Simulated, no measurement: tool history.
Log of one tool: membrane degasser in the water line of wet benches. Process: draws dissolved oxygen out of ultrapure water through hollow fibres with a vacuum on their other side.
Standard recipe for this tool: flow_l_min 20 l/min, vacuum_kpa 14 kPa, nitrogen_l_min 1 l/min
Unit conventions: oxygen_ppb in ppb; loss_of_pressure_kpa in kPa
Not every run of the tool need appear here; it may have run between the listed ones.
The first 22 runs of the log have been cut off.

run    hour  flow_l_min  vacuum_kpa  nitrogen_l_min  oxygen_ppb  loss_of_pressure_kpa
 23  2423.4          12        15.6            0.68       469.4                 34.04
 24  2569.2          20        29.2             1.3       832.3                 56.57
 25  2684.3          20        29.2             1.3       837.7                 57.11
 26  2836.7          20        29.2             1.3         832                 57.07
 27  2957.8          12        33.6            2.76       309.6                 33.99
 28  3026.9          12        33.6            2.76       314.6                 34.05
 29  3136.8          23         9.7            0.52       546.4                 65.32
 30  3284.4          23         9.7            0.52         544                 65.47
 31  3382.4          23         9.7            0.52         545                 65.13

Forecast each of these 5 alternatives for the next run:
  A  3458.2          22          14               1           ?                     ?
  B  3458.2          30        12.3               1           ?                     ?
  C  3458.2          20        31.3               1           ?                     ?
  D  3458.2          20        27.2            0.51           ?                     ?
  E  3458.2          27        18.4            0.77           ?                     ?

run  oxygen_ppb  loss_of_pressure_kpa
  A       500.4                 62.58
  B       565.3                 85.17
  C      1105.8                 56.53
  D      1597.3                 57.06
  E      1001.6                 76.11
With the hidden condition removed and each run's random variation left untouched, the same runs would have given:
run  oxygen_ppb  loss_of_pressure_kpa
  A         500                 63.52
  B       564.6                 86.44
  C      1105.3                 57.38
  D      1596.8                 57.91
  E        1001                 77.25

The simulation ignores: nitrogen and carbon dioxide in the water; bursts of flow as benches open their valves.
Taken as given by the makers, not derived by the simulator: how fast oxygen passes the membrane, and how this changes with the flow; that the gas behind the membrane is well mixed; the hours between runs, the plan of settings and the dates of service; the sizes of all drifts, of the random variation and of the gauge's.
